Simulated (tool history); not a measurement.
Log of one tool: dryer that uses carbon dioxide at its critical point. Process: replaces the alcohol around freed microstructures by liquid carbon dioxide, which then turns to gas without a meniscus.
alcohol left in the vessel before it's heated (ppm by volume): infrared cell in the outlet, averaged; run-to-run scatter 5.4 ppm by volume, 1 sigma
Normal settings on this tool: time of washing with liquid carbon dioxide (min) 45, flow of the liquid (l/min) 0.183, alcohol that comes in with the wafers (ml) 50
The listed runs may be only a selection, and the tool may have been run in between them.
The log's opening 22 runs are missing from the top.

run	day	time of washing with liquid carbon dioxide (min)	flow of the liquid (l/min)	alcohol that comes in with the wafers (ml)	alcohol left in the vessel before it's heated (ppm by volume)
23	41.429	45	0.183	50	173
24	42.721	45	0.183	50	173
25	44.246	38	0.117	26	1215
26	45.942	45	0.25	28	28
27	48.312	45	0.183	26	110
28	50.075	45	0.183	20	99
# day 51.729: inlet filter changed
29	52.438	45	0.2	24	66
30	54.25	67	0.183	50	37
31	56.275	67	0.274	45	34
32	57.988	54	0.226	53	42
33	60.667	51	0.129	50	519
34	62.438	52	0.183	99	174
35	64.354	45	0.183	35	154
36	66.142	34	0.183	50	728
37	67.85	50	0.308	119	51

Predict the results of run 38:
38	70.071	35	0.112	50	?

{"run 38": {"alcohol left in the vessel before it's heated (ppm by volume)": 3531}}
Without the tool's hidden state the same run would have given alcohol left in the vessel before it's heated (ppm by volume) 2960.
